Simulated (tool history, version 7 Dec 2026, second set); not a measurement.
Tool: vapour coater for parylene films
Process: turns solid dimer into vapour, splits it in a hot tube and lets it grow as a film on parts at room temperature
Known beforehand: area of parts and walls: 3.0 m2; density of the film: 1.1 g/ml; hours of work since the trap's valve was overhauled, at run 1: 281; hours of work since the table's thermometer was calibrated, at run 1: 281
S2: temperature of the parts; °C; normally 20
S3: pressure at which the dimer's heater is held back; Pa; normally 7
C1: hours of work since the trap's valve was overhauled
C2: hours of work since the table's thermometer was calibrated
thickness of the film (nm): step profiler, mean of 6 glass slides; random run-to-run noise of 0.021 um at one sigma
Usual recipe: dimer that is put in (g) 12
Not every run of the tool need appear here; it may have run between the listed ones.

{"run": 1, "day": 0.0, "dimer that is put in (g)": 12, "S2": 20, "S3": 7, "C1": 281, "C2": 281, "thickness of the film (nm)": 2260}
{"run": 2, "day": 1.096, "dimer that is put in (g)": 12, "S2": 20, "S3": 7, "C1": 303, "C2": 303, "thickness of the film (nm)": 2310}
{"run": 3, "day": 2.925, "dimer that is put in (g)": 12, "S2": 20, "S3": 7, "C1": 340, "C2": 340, "thickness of the film (nm)": 2290}
{"run": 4, "day": 3.946, "dimer that is put in (g)": 12, "S2": 20, "S3": 3.71, "C1": 361, "C2": 361, "thickness of the film (nm)": 2480}
{"run": 5, "day": 5.562, "dimer that is put in (g)": 12, "S2": 20, "S3": 3.71, "C1": 393, "C2": 393, "thickness of the film (nm)": 2450}
{"run": 6, "day": 6.8, "dimer that is put in (g)": 12, "S2": 19, "S3": 7, "C1": 418, "C2": 418, "thickness of the film (nm)": 2260}
{"run": 7, "day": 7.658, "dimer that is put in (g)": 12, "S2": 19, "S3": 4.27, "C1": 436, "C2": 436, "thickness of the film (nm)": 2500}
{"run": 8, "day": 9.15, "dimer that is put in (g)": 12, "S2": 19, "S3": 4.27, "C1": 466, "C2": 466, "thickness of the film (nm)": 2440}
{"day": 9.833, "done": "trap's valve overhauled"}
{"run": 9, "day": 10.85, "dimer that is put in (g)": 12, "S2": 19, "S3": 4.27, "C1": 21, "C2": 497, "thickness of the film (nm)": 2670}
{"run": 10, "day": 12.338, "dimer that is put in (g)": 12, "S2": 19, "S3": 4.27, "C1": 51, "C2": 527, "thickness of the film (nm)": 2670}
{"run": 11, "day": 13.338, "dimer that is put in (g)": 12, "S2": 20, "S3": 7, "C1": 71, "C2": 547, "thickness of the film (nm)": 2370}
{"run": 12, "day": 14.617, "dimer that is put in (g)": 12, "S2": 20, "S3": 7, "C1": 97, "C2": 573, "thickness of the film (nm)": 2420}
{"run": 13, "day": 15.775, "dimer that is put in (g)": 12, "S2": 20, "S3": 7, "C1": 120, "C2": 596, "thickness of the film (nm)": 2370}
{"run": 14, "day": 17.2, "dimer that is put in (g)": 12, "S2": 20, "S3": 7, "C1": 149, "C2": 625, "thickness of the film (nm)": 2370}
{"run": 15, "day": 18.783, "dimer that is put in (g)": 12, "S2": 20, "S3": 7, "C1": 181, "C2": 657, "thickness of the film (nm)": 2340}
{"run": 16, "day": 20.633, "dimer that is put in (g)": 12, "S2": 20, "S3": 7, "C1": 218, "C2": 695, "thickness of the film (nm)": 2300}
{"run": 17, "day": 21.962, "dimer that is put in (g)": 12, "S2": 20, "S3": 7, "C1": 245, "C2": 722, "thickness of the film (nm)": 2290}
{"run": 18, "day": 23.388, "dimer that is put in (g)": 12, "S2": 20, "S3": 7, "C1": 274, "C2": 750, "thickness of the film (nm)": 2330}
{"run": 19, "day": 24.512, "dimer that is put in (g)": 12, "S2": 20, "S3": 7, "C1": 297, "C2": 773, "thickness of the film (nm)": 2290}
{"run": 20, "day": 25.333, "dimer that is put in (g)": 12, "S2": 20, "S3": 7, "C1": 313, "C2": 790, "thickness of the film (nm)": 2280}
{"run": 21, "day": 26.233, "dimer that is put in (g)": 12, "S2": 20, "S3": 7, "C1": 332, "C2": 808, "thickness of the film (nm)": 2270}
{"run": 22, "day": 27.242, "dimer that is put in (g)": 12, "S2": 20, "S3": 7, "C1": 352, "C2": 828, "thickness of the film (nm)": 2240}
{"run": 23, "day": 28.183, "dimer that is put in (g)": 12, "S2": 20, "S3": 7, "C1": 371, "C2": 847, "thickness of the film (nm)": 2240}
{"run": 24, "day": 29.071, "dimer that is put in (g)": 12, "S2": 20, "S3": 7, "C1": 389, "C2": 865, "thickness of the film (nm)": 2260}
{"run": 25, "day": 30.871, "dimer that is put in (g)": 16, "S2": 12, "S3": 7, "C1": 425, "C2": 902, "thickness of the film (nm)": 3490}
{"run": 26, "day": 31.983, "dimer that is put in (g)": 10, "S2": 20, "S3": 4.79, "C1": 448, "C2": 924, "thickness of the film (nm)": 1970}
{"run": 27, "day": 33.2, "dimer that is put in (g)": 12, "S2": 27, "S3": 2.93, "C1": 472, "C2": 949, "thickness of the film (nm)": 2210}
{"day": 33.508, "done": "trap's valve overhauled"}
{"day": 34.688, "done": "table's thermometer calibrated"}
{"run": 28, "day": 35.275, "dimer that is put in (g)": 8, "S2": 16, "S3": 4.42, "C1": 35, "C2": 12, "thickness of the film (nm)": 1900}
{"run": 29, "day": 36.896, "dimer that is put in (g)": 8, "S2": 16, "S3": 4.42, "C1": 68, "C2": 45, "thickness of the film (nm)": 1870}
{"run": 30, "day": 38.492, "dimer that is put in (g)": 12, "S2": 20, "S3": 5.14, "C1": 100, "C2": 77, "thickness of the film (nm)": 2490}
{"run": 31, "day": 40.488, "dimer that is put in (g)": 8, "S2": 20, "S3": 3.36, "C1": 140, "C2": 117, "thickness of the film (nm)": 1800}
{"run": 32, "day": 41.562, "dimer that is put in (g)": 12, "S2": 20, "S3": 8.41, "C1": 162, "C2": 139, "thickness of the film (nm)": 2310}
{"run": 33, "day": 42.683, "dimer that is put in (g)": 12, "S2": 20, "S3": 8.41, "C1": 185, "C2": 162, "thickness of the film (nm)": 2270}
{"run": 34, "day": 43.75, "dimer that is put in (g)": 12, "S2": 17, "S3": 11.79, "C1": 206, "C2": 183, "thickness of the film (nm)": 2250}
{"run": 35, "day": 44.629, "dimer that is put in (g)": 5, "S2": 13, "S3": 3.63, "C1": 224, "C2": 201, "thickness of the film (nm)": 1240}
{"run": 36, "day": 46.317, "dimer that is put in (g)": 5, "S2": 13, "S3": 3.63, "C1": 258, "C2": 235, "thickness of the film (nm)": 1220}
{"run": 37, "day": 47.346, "dimer that is put in (g)": 9, "S2": 14, "S3": 7, "C1": 279, "C2": 256, "thickness of the film (nm)": 1930}
{"run": 38, "day": 49.321, "dimer that is put in (g)": 9, "S2": 28, "S3": 5.03, "C1": 319, "C2": 296, "thickness of the film (nm)": 1530}
{"run": 39, "day": 50.35, "dimer that is put in (g)": 9, "S2": 28, "S3": 5.03, "C1": 340, "C2": 317, "thickness of the film (nm)": 1550}
{"run": 40, "day": 51.275, "dimer that is put in (g)": 9, "S2": 22, "S3": 9.14, "C1": 358, "C2": 335, "thickness of the film (nm)": 1570}
{"run": 41, "day": 52.458, "dimer that is put in (g)": 9, "S2": 22, "S3": 9.14, "C1": 382, "C2": 359, "thickness of the film (nm)": 1540}
{"run": 42, "day": 53.746, "dimer that is put in (g)": 9, "S2": 22, "S3": 9.14, "C1": 408, "C2": 385, "thickness of the film (nm)": 1560}
{"run": 43, "day": 55.092, "dimer that is put in (g)": 9, "S2": 22, "S3": 9.14, "C1": 436, "C2": 413, "thickness of the film (nm)": 1540}
{"run": 44, "day": 56.608, "dimer that is put in (g)": 12, "S2": 20, "S3": 2.59, "C1": 466, "C2": 443, "thickness of the film (nm)": 2600}
{"day": 57.188, "done": "trap's valve overhauled"}
{"run": 45, "day": 57.854, "dimer that is put in (g)": 12, "S2": 20, "S3": 2.59, "C1": 13, "C2": 465, "thickness of the film (nm)": 2880}
{"run": 46, "day": 59.15, "dimer that is put in (g)": 12, "S2": 29, "S3": 7, "C1": 40, "C2": 491, "thickness of the film (nm)": 2020}
{"run": 47, "day": 60.917, "dimer that is put in (g)": 15, "S2": 29, "S3": 7, "C1": 75, "C2": 527, "thickness of the film (nm)": 2520}

3 options for the next run, each taken on its own from the tool as it stands now. Forecast them:
{"run": "A", "day": 62.425, "dimer that is put in (g)": 6, "S2": 13, "S3": 8.87, "C1": 106, "C2": 557, "thickness of the film (nm)": "?"}
{"run": "B", "day": 62.425, "dimer that is put in (g)": 8, "S2": 12, "S3": 3.41, "C1": 106, "C2": 557, "thickness of the film (nm)": "?"}
{"run": "C", "day": 62.425, "dimer that is put in (g)": 20, "S2": 18, "S3": 7, "C1": 106, "C2": 557, "thickness of the film (nm)": "?"}

run=A thickness_of_the_film_(nm)=1310
run=B thickness_of_the_film_(nm)=2080
run=C thickness_of_the_film_(nm)=4110
The same runs, with their run-to-run variation unchanged, on a tool lacking any hidden condition would have given:
run=A thickness_of_the_film_(nm)=1330
run=B thickness_of_the_film_(nm)=2120
run=C thickness_of_the_film_(nm)=4190

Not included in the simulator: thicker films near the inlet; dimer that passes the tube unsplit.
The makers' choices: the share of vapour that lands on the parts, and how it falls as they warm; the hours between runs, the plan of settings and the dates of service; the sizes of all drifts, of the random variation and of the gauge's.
